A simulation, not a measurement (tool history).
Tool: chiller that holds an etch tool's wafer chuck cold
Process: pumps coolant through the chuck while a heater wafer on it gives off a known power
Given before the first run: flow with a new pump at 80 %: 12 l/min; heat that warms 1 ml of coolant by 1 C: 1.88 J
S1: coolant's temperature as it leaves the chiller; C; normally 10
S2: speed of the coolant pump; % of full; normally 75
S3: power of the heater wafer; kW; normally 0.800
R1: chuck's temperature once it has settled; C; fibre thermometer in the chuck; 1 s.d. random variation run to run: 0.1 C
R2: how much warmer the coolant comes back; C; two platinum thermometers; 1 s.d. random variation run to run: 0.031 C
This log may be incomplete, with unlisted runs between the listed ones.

Run 1, hour 0.0: usual settings. Result: R1 21.0 C, R2 2.52 C.
Run 2, hour 60.3: usual settings. Result: R1 21.0 C, R2 2.52 C.
Run 3, hour 160.4: usual settings but S1 14 C. Result: R1 25.1 C, R2 2.55 C.
Run 4, hour 220.0: usual settings. Result: R1 21.1 C, R2 2.55 C.
Run 5, hour 295.9: usual settings but S2 66 % of full. Result: R1 21.9 C, R2 2.90 C.
Run 6, hour 413.6: usual settings but S1 17 C. Result: R1 28.2 C, R2 2.53 C.
Run 7, hour 526.9: usual settings but S1 17 C. Result: R1 28.3 C, R2 2.54 C.
Run 8, hour 627.0: usual settings but S1 17 C. Result: R1 28.4 C, R2 2.49 C.
Run 9, hour 696.9: usual settings but S1 17 C. Result: R1 28.5 C, R2 2.55 C.
Run 10, hour 831.5: usual settings but S1 17 C. Result: R1 28.3 C, R2 2.61 C.
Run 11, hour 895.8: usual settings. Result: R1 21.3 C, R2 2.59 C.
Run 12, hour 952.9: usual settings. Result: R1 21.3 C, R2 2.55 C.
Run 13, hour 1045.5: usual settings. Result: R1 21.5 C, R2 2.55 C.
Run 14, hour 1130.5: usual settings but S3 0.436 kW. Result: R1 16.4 C, R2 1.33 C.
Run 15, hour 1213.1: usual settings but S3 0.436 kW. Result: R1 16.3 C, R2 1.38 C.
Run 16, hour 1299.9: usual settings. Result: R1 21.4 C, R2 2.53 C.
Run 17, hour 1438.5: usual settings but S2 98 % of full, S3 0.634 kW. Result: R1 18.0 C, R2 1.59 C.
Run 18, hour 1540.4: usual settings but S3 0.540 kW. Result: R1 17.8 C, R2 1.71 C.
Run 19, hour 1675.3: usual settings but S1 9 C, S2 62 % of full, S3 0.505 kW. Result: R1 17.1 C, R2 1.97 C.
Run 20, hour 1814.0: usual settings but S1 18 C, S2 79 % of full, S3 0.789 kW. Result: R1 29.2 C, R2 2.43 C.
Run 21, hour 1880.4: usual settings but S1 2 C, S3 0.854 kW. Result: R1 14.5 C, R2 2.70 C.
Run 22, hour 1974.7: usual settings but S1 2 C, S3 0.854 kW. Result: R1 14.6 C, R2 2.79 C.
Run 23, hour 2081.4: usual settings but S1 4 C, S2 67 % of full, S3 0.432 kW. Result: R1 11.1 C, R2 1.59 C.
Run 24, hour 2194.3: usual settings but S1 0 C, S2 92 % of full, S3 0.824 kW. Result: R1 11.1 C, R2 2.22 C.
Run 25, hour 2279.6: usual settings but S1 0 C, S2 92 % of full, S3 0.824 kW. Result: R1 10.8 C, R2 2.21 C.
Run 26, hour 2405.0: usual settings but S1 0 C, S2 92 % of full, S3 0.824 kW. Result: R1 10.9 C, R2 2.21 C.
Run 27, hour 2475.1: usual settings but S2 84 % of full, S3 0.907 kW. Result: R1 22.7 C, R2 2.64 C.
Run 28, hour 2608.8: usual settings but S1 11 C, S2 97 % of full, S3 0.682 kW. Result: R1 20.1 C, R2 1.69 C.
Run 29, hour 2737.3: usual settings but S1 11 C, S2 97 % of full, S3 0.682 kW. Result: R1 19.2 C, R2 1.75 C.
Run 30, hour 2828.3: usual settings but S1 11 C, S2 84 % of full, S3 0.786 kW. Result: R1 21.3 C, R2 2.31 C.
Run 31, hour 2922.4: usual settings but S1 11 C, S2 85 % of full, S3 0.410 kW. Result: R1 16.7 C, R2 1.20 C.

Put back what was entered between runs (1 entry, withheld): which listed runs does each sit between, and how does the hidden state differ from the listed run before to the listed run after?
After run 28, before run 29: coolant changed, channels flushed (hour 2648.3)
  heat passed by the chuck's channels, % of clean ones': 90 -> 99.7; flow at a given pump speed, % of a new pump's: 86.1 -> 85.9; coolant's true temperature over the reading, C: 0.52 -> 0.53
  difference, measured minus the result without the unlogged condition, R1: +1.9 -> +1.2 C; R2: +0.24 -> +0.25 C

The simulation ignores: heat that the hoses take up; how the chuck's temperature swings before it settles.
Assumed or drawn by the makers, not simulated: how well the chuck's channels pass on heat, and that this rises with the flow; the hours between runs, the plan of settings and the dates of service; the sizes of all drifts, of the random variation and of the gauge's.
